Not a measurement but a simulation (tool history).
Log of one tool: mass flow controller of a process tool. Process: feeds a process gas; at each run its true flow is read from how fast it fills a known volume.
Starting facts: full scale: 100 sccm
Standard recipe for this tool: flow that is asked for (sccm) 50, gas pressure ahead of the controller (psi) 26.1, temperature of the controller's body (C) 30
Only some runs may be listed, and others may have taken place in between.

run	hour	flow that is asked for (sccm)	gas pressure ahead of the controller (psi)	temperature of the controller's body (C)	true flow (%)
1	0	50	26.1	30	99.92
2	155.4	50	26.1	30	99.76
3	283	50	26.1	30	99.83
4	390.5	50	26.1	30	99.76
5	597.6	50	26.1	23	99.23
6	761.2	50	26.1	23	99.17
7	1010.5	45	26.1	23	99.13
8	1258.9	35	26.1	30	99.66
9	1425.8	35	26.1	22	98.85
10	1675.3	27	21	23	98.72
11	1783.7	27	30	25	99.45
12	1997	55	35.5	30	100.28
13	2166.3	55	35.5	30	100.28
14	2409.1	50	30.2	30	99.95
15	2627.7	50	30.2	30	100.06
16	2785.4	50	34.7	24	99.65
17	2898	42	36	34	100.59
18	3061.3	61	20.3	25	99.26

Below are 5 alternative next runs, each starting from the tool's condition after run 18. Predict each:
A	3177.3	42	39.7	22	?
B	3177.3	33	32.9	34	?
C	3177.3	84	36.4	27	?
D	3177.3	50	31.6	25	?
E	3177.3	17	26.1	30	?

run	true flow (%)
A	99.58
B	100.22
C	100.43
D	99.59
E	99.55
Had the tool no hidden state, the same runs would have come out as:
run	true flow (%)
A	99.6
B	100.24
C	100.46
D	99.61
E	99.54
